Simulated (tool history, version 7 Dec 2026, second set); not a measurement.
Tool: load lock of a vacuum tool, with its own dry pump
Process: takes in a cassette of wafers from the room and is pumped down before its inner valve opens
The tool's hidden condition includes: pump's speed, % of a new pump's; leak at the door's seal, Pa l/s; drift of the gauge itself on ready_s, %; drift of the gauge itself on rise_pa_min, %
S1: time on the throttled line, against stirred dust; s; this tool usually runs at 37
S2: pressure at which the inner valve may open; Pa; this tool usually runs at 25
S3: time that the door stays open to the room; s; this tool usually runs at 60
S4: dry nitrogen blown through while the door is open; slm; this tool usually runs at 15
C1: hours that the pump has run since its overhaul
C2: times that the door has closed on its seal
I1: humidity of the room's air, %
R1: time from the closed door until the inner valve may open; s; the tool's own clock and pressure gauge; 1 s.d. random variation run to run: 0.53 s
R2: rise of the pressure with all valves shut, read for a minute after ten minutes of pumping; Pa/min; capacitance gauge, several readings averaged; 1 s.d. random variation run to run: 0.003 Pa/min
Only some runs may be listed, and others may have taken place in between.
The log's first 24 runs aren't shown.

Run 25, hour 11244.8: usual settings but S2 20 Pa; C1 9137; C2 38376; I1 46.7. Result: R1 81.6 s, R2 0.134 Pa/min.
Run 26, hour 11883.2: usual settings but S2 20 Pa; C1 9775; C2 40556; I1 43.7. Result: R1 81.8 s, R2 0.145 Pa/min.
Run 27, hour 12558: usual settings but S2 20 Pa; C1 10450; C2 42860; I1 45.5. Result: R1 82.1 s, R2 0.161 Pa/min.
At hour 13180.1: dry pump taken out, an overhauled one fitted.
Run 28, hour 13216.8: usual settings but S2 20 Pa; C1 37; C2 45090; I1 44.3. Result: R1 73.6 s, R2 0.169 Pa/min.
Run 29, hour 13885.1: usual settings but S1 28 s, S2 45 Pa, S3 35 s, S4 14 slm; C1 705; C2 47372; I1 43.1. Result: R1 63 s, R2 0.178 Pa/min.
Run 30, hour 14376.3: usual settings but S1 52 s, S2 45 Pa, S3 33 s, S4 8 slm; C1 1196; C2 49049; I1 44.6. Result: R1 81.6 s, R2 0.196 Pa/min.
Run 31, hour 15073.9: usual settings but S1 52 s, S2 45 Pa, S3 33 s, S4 8 slm; C1 1894; C2 51431; I1 45.5. Result: R1 81.4 s, R2 0.198 Pa/min.
Run 32, hour 15402.1: usual settings but S1 52 s, S2 35 Pa, S3 33 s, S4 8 slm; C1 2222; C2 52551; I1 45. Result: R1 82.9 s, R2 0.209 Pa/min.

What if the next run were any one of these 3? Each begins from the tool's condition after run 32:
Run A, hour 15832.9: usual settings but S3 66 s, S4 22 slm; C1 2653; C2 54023; I1 44.7. Result: R1 ?, R2 ?.
Run B, hour 15832.9: usual settings but S3 45 s; C1 2653; C2 54023; I1 48.7. Result: R1 ?, R2 ?.
Run C, hour 15832.9: usual settings but S1 27 s, S2 44 Pa, S3 33 s, S4 6 slm; C1 2653; C2 54023; I1 44.7. Result: R1 ?, R2 ?.

run    R1     R2
  A  73.2  0.212
  B  73.4  0.216
  C  62.9   0.21
The same runs, with their run-to-run variation unchanged, on a tool lacking any hidden condition would have given:
run    R1     R2
  A  72.1  0.023
  B  72.4  0.025
  C  61.8  0.024
